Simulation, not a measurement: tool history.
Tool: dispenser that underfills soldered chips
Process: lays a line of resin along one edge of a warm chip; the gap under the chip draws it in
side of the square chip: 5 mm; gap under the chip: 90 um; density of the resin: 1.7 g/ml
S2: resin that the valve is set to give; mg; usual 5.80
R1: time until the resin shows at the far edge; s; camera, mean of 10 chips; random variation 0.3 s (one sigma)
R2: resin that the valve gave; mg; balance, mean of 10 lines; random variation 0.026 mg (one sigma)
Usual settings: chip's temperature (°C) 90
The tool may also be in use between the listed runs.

run 1 hour=0.0 | chip's_temperature_(°C)=90 S2=5.80 | R1=6.4 R2=5.75
-- hour=3.6 new syringe of resin
run 2 hour=4.3 | chip's_temperature_(°C)=90 S2=5.80 | R1=4.3 R2=5.74
run 3 hour=8.9 | chip's_temperature_(°C)=90 S2=5.80 | R1=5.5 R2=5.70
run 4 hour=12.7 | chip's_temperature_(°C)=90 S2=5.80 | R1=6.3 R2=5.69
run 5 hour=15.7 | chip's_temperature_(°C)=90 S2=5.80 | R1=7.5 R2=5.76
-- hour=17.7 new syringe of resin
run 6 hour=19.2 | chip's_temperature_(°C)=90 S2=5.80 | R1=4.4 R2=5.72
run 7 hour=22.0 | chip's_temperature_(°C)=89 S2=6.29 | R1=4.9 R2=6.19
run 8 hour=26.1 | chip's_temperature_(°C)=105 S2=5.38 | R1=3.4 R2=5.27
run 9 hour=28.6 | chip's_temperature_(°C)=86 S2=5.38 | R1=7.3 R2=5.28
run 10 hour=30.8 | chip's_temperature_(°C)=99 S2=5.71 | R1=5.4 R2=5.62
-- hour=31.6 new syringe of resin
run 11 hour=34.4 | chip's_temperature_(°C)=99 S2=5.71 | R1=3.1 R2=5.57

Measured less the same run without the tool's hidden state. The same run-to-run variation is in both; the gauge's scatter may not be:
The hidden state here: resin's viscosity, % of fresh resin's; dose that the valve gives, % of what is set; true chip temperature over the reading, C; drift of the gauge itself on fill_s, %; drift of the gauge itself on given_mg, %.
run=1 R1=+2.7 R2=-0.06
run=2 R1=+0.2 R2=-0.08
run=3 R1=+1.3 R2=-0.08
run=4 R1=+2.3 R2=-0.09
run=5 R1=+3.1 R2=-0.09
run=6 R1=+0.3 R2=-0.10
run=7 R1=+1.0 R2=-0.11
run=8 R1=+1.3 R2=-0.10
run=9 R1=+3.1 R2=-0.10
run=10 R1=+2.6 R2=-0.11
run=11 R1=+0.4 R2=-0.12
